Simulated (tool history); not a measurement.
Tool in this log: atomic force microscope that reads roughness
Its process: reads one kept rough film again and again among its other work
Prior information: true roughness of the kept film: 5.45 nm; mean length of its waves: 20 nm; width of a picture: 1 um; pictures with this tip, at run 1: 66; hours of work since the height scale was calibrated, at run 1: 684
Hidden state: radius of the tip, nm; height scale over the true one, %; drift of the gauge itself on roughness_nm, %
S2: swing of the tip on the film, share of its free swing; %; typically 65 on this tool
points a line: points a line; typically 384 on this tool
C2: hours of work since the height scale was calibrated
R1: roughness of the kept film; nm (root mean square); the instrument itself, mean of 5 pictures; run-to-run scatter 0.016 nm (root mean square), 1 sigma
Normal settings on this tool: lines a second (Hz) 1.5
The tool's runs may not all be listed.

{"run": 1, "hour": 0.0, "lines a second (Hz)": 1.5, "S2": 65, "points a line": 384, "pictures with this tip": 66, "C2": 684, "R1": 2.947}
{"hour": 11.8, "done": "new tip fitted"}
{"run": 2, "hour": 20.0, "lines a second (Hz)": 1.5, "S2": 65, "points a line": 384, "pictures with this tip": 10, "C2": 694, "R1": 3.804}
{"run": 3, "hour": 48.9, "lines a second (Hz)": 1.5, "S2": 65, "points a line": 690, "pictures with this tip": 46, "C2": 709, "R1": 3.325}
{"run": 4, "hour": 72.2, "lines a second (Hz)": 1.5, "S2": 65, "points a line": 690, "pictures with this tip": 75, "C2": 721, "R1": 2.98}
{"hour": 76.6, "done": "new tip fitted"}
{"run": 5, "hour": 113.5, "lines a second (Hz)": 2.14, "S2": 65, "points a line": 384, "pictures with this tip": 46, "C2": 742, "R1": 3.178}
{"hour": 142.7, "done": "new tip fitted"}
{"run": 6, "hour": 148.6, "lines a second (Hz)": 2.14, "S2": 65, "points a line": 384, "pictures with this tip": 7, "C2": 760, "R1": 3.758}
{"run": 7, "hour": 186.0, "lines a second (Hz)": 2.14, "S2": 65, "points a line": 384, "pictures with this tip": 54, "C2": 779, "R1": 3.052}
{"hour": 208.1, "done": "new tip fitted"}
{"run": 8, "hour": 210.3, "lines a second (Hz)": 2.14, "S2": 65, "points a line": 384, "pictures with this tip": 3, "C2": 791, "R1": 3.839}
{"run": 9, "hour": 239.0, "lines a second (Hz)": 2.14, "S2": 65, "points a line": 384, "pictures with this tip": 39, "C2": 806, "R1": 3.322}
{"run": 10, "hour": 259.0, "lines a second (Hz)": 1.5, "S2": 65, "points a line": 384, "pictures with this tip": 64, "C2": 816, "R1": 3.059}
{"hour": 273.3, "done": "new tip fitted"}
{"run": 11, "hour": 289.1, "lines a second (Hz)": 1.5, "S2": 65, "points a line": 384, "pictures with this tip": 20, "C2": 831, "R1": 3.598}
{"run": 12, "hour": 309.6, "lines a second (Hz)": 1.5, "S2": 65, "points a line": 384, "pictures with this tip": 45, "C2": 842, "R1": 3.267}
{"run": 13, "hour": 334.2, "lines a second (Hz)": 1.5, "S2": 65, "points a line": 384, "pictures with this tip": 76, "C2": 854, "R1": 2.924}
{"hour": 338.4, "done": "new tip fitted"}
{"run": 14, "hour": 357.5, "lines a second (Hz)": 1.5, "S2": 65, "points a line": 384, "pictures with this tip": 23, "C2": 866, "R1": 3.597}
{"run": 15, "hour": 396.4, "lines a second (Hz)": 1.5, "S2": 65, "points a line": 287, "pictures with this tip": 72, "C2": 886, "R1": 2.941}
{"hour": 403.3, "done": "new tip fitted"}
{"run": 16, "hour": 420.4, "lines a second (Hz)": 1.5, "S2": 65, "points a line": 287, "pictures with this tip": 21, "C2": 898, "R1": 3.57}
{"run": 17, "hour": 437.3, "lines a second (Hz)": 1.5, "S2": 65, "points a line": 384, "pictures with this tip": 43, "C2": 906, "R1": 3.326}
{"hour": 469.5, "done": "new tip fitted"}
{"run": 18, "hour": 469.5, "lines a second (Hz)": 1.5, "S2": 65, "points a line": 384, "pictures with this tip": 0, "C2": 923, "R1": 3.963}
{"run": 19, "hour": 498.4, "lines a second (Hz)": 1.5, "S2": 65, "points a line": 384, "pictures with this tip": 36, "C2": 938, "R1": 3.455}
{"run": 20, "hour": 528.1, "lines a second (Hz)": 1.5, "S2": 65, "points a line": 384, "pictures with this tip": 73, "C2": 953, "R1": 2.987}
{"hour": 536.8, "done": "new tip fitted"}
{"run": 21, "hour": 552.9, "lines a second (Hz)": 2.93, "S2": 67, "points a line": 839, "pictures with this tip": 20, "C2": 965, "R1": 3.422}
{"run": 22, "hour": 573.7, "lines a second (Hz)": 2.93, "S2": 67, "points a line": 839, "pictures with this tip": 46, "C2": 976, "R1": 3.06}
{"hour": 577.2, "done": "height scale calibrated on a step standard"}
{"run": 23, "hour": 599.5, "lines a second (Hz)": 0.51, "S2": 61, "points a line": 916, "pictures with this tip": 77, "C2": 11, "R1": 3.037}
{"hour": 602.8, "done": "new tip fitted"}
{"run": 24, "hour": 622.1, "lines a second (Hz)": 1.06, "S2": 78, "points a line": 384, "pictures with this tip": 24, "C2": 23, "R1": 3.417}
{"run": 25, "hour": 650.2, "lines a second (Hz)": 1.33, "S2": 77, "points a line": 384, "pictures with this tip": 59, "C2": 37, "R1": 2.887}
{"hour": 668.3, "done": "new tip fitted"}
{"run": 26, "hour": 672.7, "lines a second (Hz)": 1.5, "S2": 73, "points a line": 785, "pictures with this tip": 6, "C2": 48, "R1": 3.82}
{"run": 27, "hour": 695.1, "lines a second (Hz)": 1.4, "S2": 73, "points a line": 756, "pictures with this tip": 34, "C2": 60, "R1": 3.366}
{"hour": 701.7, "done": "height scale calibrated on a step standard, once more"}
{"run": 28, "hour": 728.8, "lines a second (Hz)": 1.56, "S2": 59, "points a line": 397, "pictures with this tip": 75, "C2": 14, "R1": 2.956}
{"hour": 733.2, "done": "new tip fitted"}
{"run": 29, "hour": 761.0, "lines a second (Hz)": 1.5, "S2": 65, "points a line": 370, "pictures with this tip": 34, "C2": 30, "R1": 3.356}
{"run": 30, "hour": 785.3, "lines a second (Hz)": 1.5, "S2": 65, "points a line": 370, "pictures with this tip": 65, "C2": 43, "R1": 3.025}
{"hour": 799.5, "done": "new tip fitted"}
{"run": 31, "hour": 810.2, "lines a second (Hz)": 1.5, "S2": 68, "points a line": 384, "pictures with this tip": 13, "C2": 55, "R1": 3.63}
{"run": 32, "hour": 834.7, "lines a second (Hz)": 0.98, "S2": 90, "points a line": 794, "pictures with this tip": 44, "C2": 68, "R1": 3.008}
{"run": 33, "hour": 858.7, "lines a second (Hz)": 3.21, "S2": 58, "points a line": 405, "pictures with this tip": 74, "C2": 80, "R1": 2.856}
{"hour": 865.1, "done": "new tip fitted"}
{"run": 34, "hour": 896.4, "lines a second (Hz)": 3.21, "S2": 58, "points a line": 405, "pictures with this tip": 39, "C2": 99, "R1": 3.225}
{"run": 35, "hour": 915.2, "lines a second (Hz)": 1.75, "S2": 61, "points a line": 384, "pictures with this tip": 63, "C2": 109, "R1": 3.001}
{"hour": 929.2, "done": "new tip fitted"}
{"run": 36, "hour": 934.5, "lines a second (Hz)": 1.5, "S2": 65, "points a line": 507, "pictures with this tip": 6, "C2": 118, "R1": 3.803}
{"run": 37, "hour": 957.3, "lines a second (Hz)": 3.06, "S2": 56, "points a line": 731, "pictures with this tip": 35, "C2": 130, "R1": 3.335}
{"run": 38, "hour": 980.8, "lines a second (Hz)": 3.76, "S2": 71, "points a line": 651, "pictures with this tip": 64, "C2": 142, "R1": 2.579}
{"hour": 994.6, "done": "new tip fitted"}
{"run": 39, "hour": 1018.8, "lines a second (Hz)": 2.66, "S2": 71, "points a line": 384, "pictures with this tip": 30, "C2": 161, "R1": 3.137}
{"run": 40, "hour": 1051.7, "lines a second (Hz)": 0.96, "S2": 64, "points a line": 280, "pictures with this tip": 71, "C2": 178, "R1": 2.938}

What differs in the tool's unlogged condition from the final listed run ahead of each entry between runs to the first listed run following it?
Between runs 1 and 2: new tip fitted (hour 11.8)
  radius of the tip, nm: 13.3 -> 6.3; height scale over the true one, %: 0.52 -> 0.53
  difference, measured minus the result without the unlogged condition, R1: -1.021 -> -0.186 nm (root mean square)
Between runs 4 and 5: new tip fitted (hour 76.6)
  radius of the tip, nm: 13.5 -> 10.4; height scale over the true one, %: 0.54 -> 0.56
  difference, measured minus the result without the unlogged condition, R1: -1.048 -> -0.702 nm (root mean square)
Between runs 5 and 6: new tip fitted (hour 142.7)
  radius of the tip, nm: 10.4 -> 5.9; height scale over the true one, %: 0.56 -> 0.57
  difference, measured minus the result without the unlogged condition, R1: -0.702 -> -0.117 nm (root mean square)
Between runs 7 and 8: new tip fitted (hour 208.1)
  radius of the tip, nm: 11.5 -> 5.4; height scale over the true one, %: 0.58 -> 0.59
  difference, measured minus the result without the unlogged condition, R1: -0.819 -> -0.046 nm (root mean square)
Between runs 10 and 11: new tip fitted (hour 273.3)
  radius of the tip, nm: 12.3 -> 7.5; height scale over the true one, %: 0.6 -> 0.61
  difference, measured minus the result without the unlogged condition, R1: -0.923 -> -0.361 nm (root mean square)
Between runs 13 and 14: new tip fitted (hour 338.4)
  radius of the tip, nm: 13.9 -> 8
  difference, measured minus the result without the unlogged condition, R1: -1.081 -> -0.435 nm (root mean square)
Between runs 15 and 16: new tip fitted (hour 403.3)
  radius of the tip, nm: 13.2 -> 7.5
  difference, measured minus the result without the unlogged condition, R1: -0.991 -> -0.36 nm (root mean square)
Between runs 17 and 18: new tip fitted (hour 469.5)
  radius of the tip, nm: 10 -> 5.2; height scale over the true one, %: 0.66 -> 0.67
  difference, measured minus the result without the unlogged condition, R1: -0.673 -> -0.009 nm (root mean square)
Between runs 20 and 21: new tip fitted (hour 536.8)
  radius of the tip, nm: 12.7 -> 7.6; height scale over the true one, %: 0.69 -> 0.7
  difference, measured minus the result without the unlogged condition, R1: -0.954 -> -0.346 nm (root mean square)
Between runs 22 and 23: height scale calibrated on a step standard (hour 577.2)
  radius of the tip, nm: 10.8 -> 14.5; height scale over the true one, %: 0.7 -> 0.94
  difference, measured minus the result without the unlogged condition, R1: -0.721 -> -1.18 nm (root mean square)
Between runs 23 and 24: new tip fitted (hour 602.8)
  radius of the tip, nm: 14.5 -> 8.5; height scale over the true one, %: 0.94 -> 0.95
  difference, measured minus the result without the unlogged condition, R1: -1.18 -> -0.469 nm (root mean square)
Between runs 25 and 26: new tip fitted (hour 668.3)
  radius of the tip, nm: 12.8 -> 5.8; height scale over the true one, %: 0.96 -> 0.97
  difference, measured minus the result without the unlogged condition, R1: -0.917 -> -0.096 nm (root mean square)
Between runs 27 and 28: height scale calibrated on a step standard, once more (hour 701.7)
  radius of the tip, nm: 8.9 -> 13.8; height scale over the true one, %: 0.97 -> 0.02
  difference, measured minus the result without the unlogged condition, R1: -0.526 -> -1.104 nm (root mean square)
Between runs 28 and 29: new tip fitted (hour 733.2)
  radius of the tip, nm: 13.8 -> 9.2; height scale over the true one, %: 0.02 -> 0.03
  difference, measured minus the result without the unlogged condition, R1: -1.104 -> -0.597 nm (root mean square)
Between runs 30 and 31: new tip fitted (hour 799.5)
  radius of the tip, nm: 12.6 -> 7; height scale over the true one, %: 0.04 -> 0.05
  difference, measured minus the result without the unlogged condition, R1: -0.977 -> -0.306 nm (root mean square)
Between runs 33 and 34: new tip fitted (hour 865.1)
  radius of the tip, nm: 13.9 -> 10.1; height scale over the true one, %: 0.06 -> 0.08
  difference, measured minus the result without the unlogged condition, R1: -1.067 -> -0.696 nm (root mean square)
Between runs 35 and 36: new tip fitted (hour 929.2)
  radius of the tip, nm: 12.8 -> 6.2; height scale over the true one, %: 0.08 -> 0.09
  difference, measured minus the result without the unlogged condition, R1: -0.988 -> -0.194 nm (root mean square)
Between runs 38 and 39: new tip fitted (hour 994.6)
  radius of the tip, nm: 13.3 -> 9.2; height scale over the true one, %: 0.1 -> 0.12
  difference, measured minus the result without the unlogged condition, R1: -0.906 -> -0.547 nm (root mean square)

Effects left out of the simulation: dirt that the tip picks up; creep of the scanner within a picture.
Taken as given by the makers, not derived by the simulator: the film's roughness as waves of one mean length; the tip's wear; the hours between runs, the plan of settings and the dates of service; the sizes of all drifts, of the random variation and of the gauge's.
